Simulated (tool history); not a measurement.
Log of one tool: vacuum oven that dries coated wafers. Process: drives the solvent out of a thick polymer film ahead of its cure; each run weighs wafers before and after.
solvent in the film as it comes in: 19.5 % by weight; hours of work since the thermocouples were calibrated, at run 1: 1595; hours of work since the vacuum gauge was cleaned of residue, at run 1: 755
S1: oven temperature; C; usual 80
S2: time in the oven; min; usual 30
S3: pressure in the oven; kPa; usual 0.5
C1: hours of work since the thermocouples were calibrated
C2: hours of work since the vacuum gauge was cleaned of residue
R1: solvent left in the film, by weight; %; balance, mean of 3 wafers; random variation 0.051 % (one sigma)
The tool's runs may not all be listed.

run,hour,S1,S2,S3,C1,C2,R1
1,0,80,30,0.5,1595,755,1.31
2,20.8,80,30,0.5,1609,768,1.34
3,44.6,80,30,0.5,1624,784,1.34
4,77.4,80,30,0.5,1645,805,1.45
5,112.9,80,30,0.5,1668,828,1.31
# hour 136.4: oven's thermocouples calibrated
6,139.9,80,30,0.5,2,844,0.97
7,175.1,80,30,0.5,25,866,0.99
8,198.7,80,30,0.551,40,882,0.97
9,231.4,80,30,0.551,61,903,0.97
10,248.4,80,30,0.551,72,914,1.07
# hour 251.9: vacuum gauge cleaned of residue and calibrated
11,271,80,30,0.5,86,12,1.02
12,291.9,80,30,0.5,99,26,1.03
13,318.2,80,30,0.5,116,43,1.05
14,350.5,80,30,0.5,137,63,1.14
15,377.3,80,30,0.5,154,81,1.13
16,408.7,80,51,0.5,174,101,0.54
# hour 421.8: vacuum gauge cleaned of residue and calibrated, once more
17,425.7,69,30,0.5,184,2,3.54
18,455.3,74,30,0.5,203,22,2.05

The next listed run, before its measurement:
19,471.2,74,30,0.5,214,32,?

{"run 19": {"R1": 1.96}}
Without the tool's hidden state the same run would have given R1 1.92 %.

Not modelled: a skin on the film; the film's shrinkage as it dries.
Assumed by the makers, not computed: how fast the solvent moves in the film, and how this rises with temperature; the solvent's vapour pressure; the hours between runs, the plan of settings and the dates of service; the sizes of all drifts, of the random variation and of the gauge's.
